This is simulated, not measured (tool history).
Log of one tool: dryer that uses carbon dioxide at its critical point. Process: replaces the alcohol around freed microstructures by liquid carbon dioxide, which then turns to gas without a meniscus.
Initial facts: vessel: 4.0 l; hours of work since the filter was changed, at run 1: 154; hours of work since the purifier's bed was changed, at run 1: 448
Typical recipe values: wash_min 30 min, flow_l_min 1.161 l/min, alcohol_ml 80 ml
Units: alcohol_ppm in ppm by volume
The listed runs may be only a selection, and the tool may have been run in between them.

run	day	wash_min	flow_l_min	alcohol_ml	hours of work since the filter was changed	hours of work since the purifier's bed was changed	alcohol_ppm
1	0	30	1.161	80	154	448	124
2	1.775	30	1.161	80	167	462	127
3	3.204	30	1.161	80	178	473	128
4	4.383	30	1.161	80	187	482	126
5	5.9	30	1.161	80	199	493	136
6	6.979	30	1.161	108	207	501	131
7	7.862	28	1.161	80	214	508	139
8	9.471	41	1.161	80	226	520	119
9	10.896	41	1.161	80	237	531	136
# day 11.854: purifier's bed changed
10	12.767	28	1.161	80	250	7	20
11	13.904	44	1.161	80	259	16	5
12	15.6	44	1.161	80	272	29	7
13	16.958	44	1.161	80	282	39	10
14	18.329	44	1.161	80	293	49	22
15	19.408	44	1.2	80	301	58	20
16	20.746	22	1.161	80	311	68	103
17	22.312	30	1.161	105	323	80	40
18	24.15	30	1.161	105	337	94	40
19	25.483	30	1.161	80	347	104	42
20	27.288	30	1.161	80	361	118	44
21	28.667	30	1.161	80	371	128	53
22	29.546	30	1.161	80	378	135	45
23	30.925	30	1.161	80	389	145	52
24	32.567	26	0.76	49	401	158	217
# day 32.988: inlet filter changed
25	33.679	26	0.76	49	5	166	159
26	35.267	33	1.87	72	17	178	50
27	36.362	33	1.87	72	26	186	49
28	38.154	30	1.11	83	39	200	61
29	39.842	20	1.51	98	52	213	87
30	41.121	18	1.161	66	62	223	196
31	42.05	28	0.96	75	69	230	96
32	42.825	28	0.96	75	75	236	94
33	44.679	28	1.48	62	89	250	59
34	46.05	28	1.48	62	100	260	66
35	47.608	47	1.48	21	111	272	77
36	49.067	28	1.79	80	122	283	67
37	50.571	22	0.7	25	134	295	264
38	52.354	22	0.7	25	148	308	273
39	53.842	22	0.7	25	159	320	270
40	55.029	30	1.161	54	168	329	85
41	56.142	30	1.161	54	176	337	86
42	57.692	30	0.83	23	188	349	96
43	59.088	30	0.87	28	199	360	108
44	59.854	29	1.161	54	205	365	86
45	60.671	28	1.161	54	211	372	92
46	61.454	28	1.161	54	217	378	102

Describe how what the log doesn't record of the tool's condition differs between the last listed run preceding each entry between runs and the first listed run following it.
In the gap between runs 9 and 10: purifier's bed changed (day 11.854)
  flow that reaches the vessel past the clogged filter, %: 93.7 -> 93.4; alcohol in the recycled carbon dioxide, ppm: 129.2 -> 7.7
  difference, measured minus the result without the unlogged condition, alcohol_ppm: +125 -> +9 ppm by volume
In the gap between runs 24 and 25: inlet filter changed (day 32.988)
  flow that reaches the vessel past the clogged filter, %: 89.7 -> 99.8; alcohol in the recycled carbon dioxide, ppm: 40.9 -> 42.7
  difference, measured minus the result without the unlogged condition, alcohol_ppm: +105 -> +39 ppm by volume

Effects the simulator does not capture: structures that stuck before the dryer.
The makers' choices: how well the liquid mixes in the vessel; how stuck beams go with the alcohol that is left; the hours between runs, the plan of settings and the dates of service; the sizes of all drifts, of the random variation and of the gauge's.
